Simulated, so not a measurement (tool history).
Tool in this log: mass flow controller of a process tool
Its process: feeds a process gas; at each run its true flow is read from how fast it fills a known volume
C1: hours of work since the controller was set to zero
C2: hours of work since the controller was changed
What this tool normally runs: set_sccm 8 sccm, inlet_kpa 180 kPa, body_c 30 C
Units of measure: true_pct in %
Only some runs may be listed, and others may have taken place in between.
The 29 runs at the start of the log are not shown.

run 30 hour=2945.6 | set_sccm=5 inlet_kpa=244 body_c=39 | C1=581 C2=1709 | true_pct=98.88
run 31 hour=3009.9 | set_sccm=5 inlet_kpa=273 body_c=21 | C1=615 C2=1743 | true_pct=100.41
run 32 hour=3104.9 | set_sccm=3 inlet_kpa=180 body_c=30 | C1=665 C2=1793 | true_pct=99.33
run 33 hour=3215.7 | set_sccm=3 inlet_kpa=233 body_c=31 | C1=724 C2=1852 | true_pct=99.75
run 34 hour=3346.0 | set_sccm=9 inlet_kpa=211 body_c=29 | C1=793 C2=1921 | true_pct=99.71
run 35 hour=3470.4 | set_sccm=9 inlet_kpa=211 body_c=29 | C1=859 C2=1987 | true_pct=99.73
run 36 hour=3532.5 | set_sccm=9 inlet_kpa=211 body_c=29 | C1=892 C2=2020 | true_pct=99.78
run 37 hour=3667.9 | set_sccm=7 inlet_kpa=211 body_c=39 | C1=964 C2=2092 | true_pct=99.16
run 38 hour=3783.6 | set_sccm=7 inlet_kpa=272 body_c=20 | C1=1025 C2=2153 | true_pct=100.65
run 39 hour=3916.3 | set_sccm=5 inlet_kpa=278 body_c=20 | C1=1096 C2=2223 | true_pct=100.86
run 40 hour=3994.8 | set_sccm=7 inlet_kpa=261 body_c=38 | C1=1137 C2=2265 | true_pct=99.53
run 41 hour=4137.6 | set_sccm=11 inlet_kpa=257 body_c=30 | C1=1213 C2=2341 | true_pct=100.34
run 42 hour=4206.3 | set_sccm=8 inlet_kpa=277 body_c=23 | C1=1249 C2=2377 | true_pct=100.71
run 43 hour=4274.5 | set_sccm=3 inlet_kpa=159 body_c=30 | C1=1286 C2=2413 | true_pct=100.36

Here are 4 independent what-if runs from the current tool condition. What would each one return?
run A hour=4400.2 | set_sccm=3 inlet_kpa=159 body_c=29 | C1=1352 C2=2480 | true_pct=?
run B hour=4400.2 | set_sccm=6 inlet_kpa=180 body_c=30 | C1=1352 C2=2480 | true_pct=?
run C hour=4400.2 | set_sccm=4 inlet_kpa=217 body_c=24 | C1=1352 C2=2480 | true_pct=?
run D hour=4400.2 | set_sccm=6 inlet_kpa=180 body_c=22 | C1=1352 C2=2480 | true_pct=?

run=A true_pct=100.48
run=B true_pct=99.74
run=C true_pct=100.78
run=D true_pct=100.35
With the hidden condition removed and each run's random variation left untouched, the same runs would have given:
run=A true_pct=97.73
run=B true_pct=98.01
run=C true_pct=98.54
run=D true_pct=98.63
